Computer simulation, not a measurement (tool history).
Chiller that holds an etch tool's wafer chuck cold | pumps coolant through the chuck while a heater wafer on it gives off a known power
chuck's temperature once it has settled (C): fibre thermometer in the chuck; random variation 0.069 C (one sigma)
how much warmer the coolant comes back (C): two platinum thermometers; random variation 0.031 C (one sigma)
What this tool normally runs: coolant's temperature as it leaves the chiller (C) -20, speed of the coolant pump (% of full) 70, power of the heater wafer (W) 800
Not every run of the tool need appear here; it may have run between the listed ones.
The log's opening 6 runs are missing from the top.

run   hour  coolant's temperature as it leaves the chiller (C)  speed of the coolant pump (% of full)  power of the heater wafer (W)  hours since the coolant was changed and the channels were flushed  hours since the pump was overhauled  hours since the chiller's thermometer was calibrated  chuck's temperature once it has settled (C)  how much warmer the coolant comes back (C)
  7  146.4                                                 -20                                     74                            800                                                                933                                  292                                                  2653                                       -13.76                                        2.36
  8  168.6                                                 -20                                     70                            800                                                                956                                  314                                                  2675                                       -13.49                                        2.48
  9  186.8                                                 -20                                     70                            426                                                                974                                  332                                                  2693                                       -16.60                                        1.38
 10  216.2                                                 -20                                     70                            426                                                               1003                                  362                                                  2723                                       -16.52                                        1.32
 11  231.2                                                 -20                                     70                            426                                                               1018                                  377                                                  2738                                       -16.59                                        1.38
 12  244.1                                                 -20                                     70                            426                                                               1031                                  390                                                  2751                                       -16.70                                        1.32
 13  261.0                                                 -20                                     70                            426                                                               1048                                  407                                                  2768                                       -16.54                                        1.33
 14  286.0                                                 -20                                     70                            426                                                               1073                                  432                                                  2792                                       -16.58                                        1.33
 15  314.4                                                 -20                                     70                            800                                                               1101                                  460                                                  2821                                       -13.45                                        2.49
 16  331.1                                                 -20                                     70                            800                                                               1118                                  477                                                  2838                                       -13.47                                        2.47
 17  351.6                                                 -20                                     70                            800                                                               1139                                  497                                                  2858                                       -13.44                                        2.55
 18  373.4                                                 -29                                     60                            800                                                               1160                                  519                                                  2880                                       -21.65                                        2.95
 19  401.4                                                 -29                                     60                            800                                                               1188                                  547                                                  2908                                       -21.81                                        2.85
     414.3  -- chiller's thermometer calibrated
 20  415.9                                                 -29                                     60                            800                                                               1202                                  560                                                     2                                       -21.82                                        2.89
 21  432.7                                                 -17                                     78                            884                                                               1219                                  577                                                    18                                       -10.42                                        2.45
 22  452.3                                                 -11                                     68                            576                                                               1238                                  597                                                    38                                        -6.47                                        1.83
 23  481.5                                                 -22                                     97                            718                                                               1268                                  626                                                    67                                       -17.51                                        1.61
 24  496.2                                                 -22                                     83                            883                                                               1282                                  641                                                    82                                       -15.69                                        2.29
 25  519.3                                                 -22                                     83                            883                                                               1305                                  664                                                   105                                       -15.55                                        2.39
 26  548.5                                                 -22                                     83                            883                                                               1335                                  693                                                   134                                       -15.70                                        2.29
 27  572.7                                                 -22                                     83                            883                                                               1359                                  717                                                   158                                       -15.60                                        2.29
 28  603.4                                                 -22                                     85                            900                                                               1389                                  748                                                   189                                       -15.67                                        2.35
     608.7  -- chiller's thermometer calibrated, once more
 29  617.7                                                 -26                                     81                            800                                                               1403                                  761                                                     9                                       -19.74                                        2.18
 30  638.2                                                 -26                                     81                            800                                                               1423                                  782                                                    30                                       -19.69                                        2.13
 31  653.8                                                 -20                                     90                            659                                                               1439                                  797                                                    45                                       -15.15                                        1.59

Each row is a separate what-if for the run after 31, all from the same tool condition, not one after another. Results?
  A  669.3                                                 -29                                     90                            947                                                               1454                                  813                                                    61                                            ?                                           ?
  B  669.3                                                 -14                                     71                            957                                                               1454                                  813                                                    61                                            ?                                           ?
  C  669.3                                                 -23                                     94                            517                                                               1454                                  813                                                    61                                            ?                                           ?

run  chuck's temperature once it has settled (C)  how much warmer the coolant comes back (C)
  A                                       -22.02                                        2.35
  B                                        -5.86                                        2.95
  C                                       -19.39                                        1.20
With no hidden state in the tool, these same runs would have given:
run  chuck's temperature once it has settled (C)  how much warmer the coolant comes back (C)
  A                                       -22.33                                        2.30
  B                                        -6.22                                        2.89
  C                                       -19.55                                        1.18
